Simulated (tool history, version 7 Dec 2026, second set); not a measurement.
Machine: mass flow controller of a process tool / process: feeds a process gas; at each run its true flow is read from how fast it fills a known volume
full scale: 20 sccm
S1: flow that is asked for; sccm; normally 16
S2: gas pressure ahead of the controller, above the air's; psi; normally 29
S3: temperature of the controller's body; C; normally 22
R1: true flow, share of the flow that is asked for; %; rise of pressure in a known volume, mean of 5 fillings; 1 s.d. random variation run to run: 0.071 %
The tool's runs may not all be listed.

run	day	S1	S2	S3	R1
1	0	16	29	22	99.41
2	11.162	16	29	22	99.35
3	22.788	16	21.9	22	98.9
4	37.517	16	21.9	22	98.76
5	47.121	16	29	22	99.2
6	56.467	16	29	22	99.03
7	69.892	16	29	22	99.16
8	82.162	16	29	22	98.89
9	99.354	16	39.5	23	99.46
10	109.158	4	36.3	35	99.51
11	124.067	4	36.3	27	98.47
12	137.75	4	40	34	99.35
13	145.571	16	38	31	99.82
14	156.842	16	38	31	99.68
15	171.529	3	29	34	98.44

A few steps of R1 between consecutive runs. Split each: what settings, incoming material and random variation would produce without the hidden state, and what is left over for the hidden state, along with gauge scatter present in only one of the two compared results (measured, and without hidden state):
The tool's hidden condition here consists of: flow at rest that the sensor doesn't see, % of full scale; true flow over the shown one, %; drift of the gauge itself on true_pct, %.
Run 8 -> 9: S2 29 -> 39.5, S3 22 -> 23. R1 +0.57 %: hidden state -0.11, all else +0.68.
Run 14 -> 15: S1 16 -> 3, S2 38 -> 29, S3 31 -> 34. R1 -1.24 %: hidden state -0.06, all else -1.18.
